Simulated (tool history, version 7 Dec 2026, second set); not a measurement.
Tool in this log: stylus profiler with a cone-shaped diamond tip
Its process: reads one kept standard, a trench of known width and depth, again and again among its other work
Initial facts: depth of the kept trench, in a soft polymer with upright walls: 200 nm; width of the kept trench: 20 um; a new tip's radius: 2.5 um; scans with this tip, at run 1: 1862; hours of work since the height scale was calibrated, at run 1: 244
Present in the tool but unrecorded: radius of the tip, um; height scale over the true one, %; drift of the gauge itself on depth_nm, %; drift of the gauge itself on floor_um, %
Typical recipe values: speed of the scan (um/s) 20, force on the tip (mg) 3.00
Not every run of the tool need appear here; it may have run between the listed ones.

run   hour  speed of the scan (um/s)  force on the tip (mg)  scans with this tip  hours of work since the height scale was calibrated  depth of the trench (nm)  width of the trench's floor (um)
  1    0.0                        20                   3.00                 1862                                                  244                    201.53                             17.94
  2   28.5                        20                   3.00                 2019                                                  265                    201.45                             17.85
  3   59.9                        20                   3.00                 2191                                                  287                    201.53                             17.89
  4   79.0                        20                   2.03                 2296                                                  301                    201.07                             17.83
  5  102.4                        27                   2.03                 2425                                                  318                    201.16                             17.77
  6  122.0                        20                   3.00                 2533                                                  332                    201.44                             17.82
  7  139.6                        20                   3.00                 2629                                                  345                    201.49                             17.81
  8  169.9                        20                   3.00                 2796                                                  367                    201.56                             17.83
  9  184.0                        20                   3.00                 2874                                                  377                    201.51                             17.82
 10  201.8                        20                   3.00                 2971                                                  390                    201.56                             17.77
 11  228.0                         8                   2.57                 3116                                                  408                    201.21                             17.94
 12  247.1                         8                   2.57                 3221                                                  422                    201.17                             17.90
 13  264.1                        49                   5.21                 3314                                                  435                    202.12                             17.70
 14  293.1                        49                   5.21                 3474                                                  455                    202.13                             17.68
 15  326.0                        50                   3.20                 3654                                                  479                    201.40                             17.65
 16  358.2                        50                   3.20                 3832                                                  502                    201.53                             17.63
 17  372.0                        50                   3.20                 3908                                                  512                    201.50                             17.61
 18  388.5                        29                   1.39                 3998                                                  524                    200.82                             17.68
 19  411.4                        29                   1.39                 4124                                                  541                    200.57                             17.65

A few steps of depth of the trench (nm) between consecutive runs. Split each: what settings, incoming material and random variation would produce without the hidden state, and what is left over for the hidden state, along with gauge scatter present in only one of the two compared results (measured, and without hidden state):
Run 5 -> 6: speed of the scan (um/s) 27 -> 20, force on the tip (mg) 2.03 -> 3.00. depth of the trench (nm) +0.28: hidden state -0.02, all else +0.30.
Run 12 -> 13: speed of the scan (um/s) 8 -> 49, force on the tip (mg) 2.57 -> 5.21. depth of the trench (nm) +0.95: hidden state -0.01, all else +0.96.
